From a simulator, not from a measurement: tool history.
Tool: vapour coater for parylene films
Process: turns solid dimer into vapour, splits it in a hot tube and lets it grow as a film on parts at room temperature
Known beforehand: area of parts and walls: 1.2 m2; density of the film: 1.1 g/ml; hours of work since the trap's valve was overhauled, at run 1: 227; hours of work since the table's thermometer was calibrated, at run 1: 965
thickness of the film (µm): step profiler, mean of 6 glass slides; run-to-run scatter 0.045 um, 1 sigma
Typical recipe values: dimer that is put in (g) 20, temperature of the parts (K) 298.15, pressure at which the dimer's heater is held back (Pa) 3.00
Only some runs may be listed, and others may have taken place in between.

run	hour	dimer that is put in (g)	temperature of the parts (K)	pressure at which the dimer's heater is held back (Pa)	hours of work since the trap's valve was overhauled	hours of work since the table's thermometer was calibrated	thickness of the film (µm)
1	0.0	20	298.15	3.00	227	965	10.65
# hour 14.0: trap's valve overhauled
2	55.9	20	298.15	3.00	28	999	10.70
3	114.8	20	298.15	3.00	67	1038	10.62
4	162.9	20	298.15	3.00	99	1070	10.66
5	223.7	20	298.15	3.00	140	1111	10.66
6	275.7	20	298.15	3.00	174	1145	10.59
7	326.2	20	298.15	3.00	208	1179	10.74
# hour 370.2: trap's valve overhauled
8	373.6	20	298.15	3.00	2	1208	10.75
9	411.0	20	298.15	3.00	27	1233	10.68
10	443.6	20	298.15	3.00	49	1255	10.59
11	497.8	20	298.15	3.00	85	1291	10.66
12	529.3	12	295.15	2.20	106	1312	7.26
13	560.1	26	291.15	11.63	126	1332	16.72
14	615.0	25	291.15	11.63	163	1369	16.22
15	665.4	18	294.15	3.13	196	1402	11.07
# hour 728.0: trap's valve overhauled
16	730.0	18	294.15	3.13	1	1442	11.04
17	762.7	10	298.15	2.31	23	1464	5.40
18	791.4	10	298.15	2.31	42	1483	5.38
19	821.7	23	301.15	3.47	62	1503	10.86
20	855.4	20	295.15	4.70	85	1526	11.66

Forecast each of these 4 alternatives for the next run:
A	903.3	20	293.15	4.40	117	1558	?
B	903.3	9	309.15	5.98	117	1558	?
C	903.3	13	300.15	2.30	117	1558	?
D	903.3	14	308.15	9.48	117	1558	?

run	thickness of the film (µm)
A	12.52
B	3.06
C	6.52
D	4.87
With the hidden condition removed and each run's random variation left untouched, the same runs would have given:
run	thickness of the film (µm)
A	12.51
B	3.06
C	6.52
D	4.86

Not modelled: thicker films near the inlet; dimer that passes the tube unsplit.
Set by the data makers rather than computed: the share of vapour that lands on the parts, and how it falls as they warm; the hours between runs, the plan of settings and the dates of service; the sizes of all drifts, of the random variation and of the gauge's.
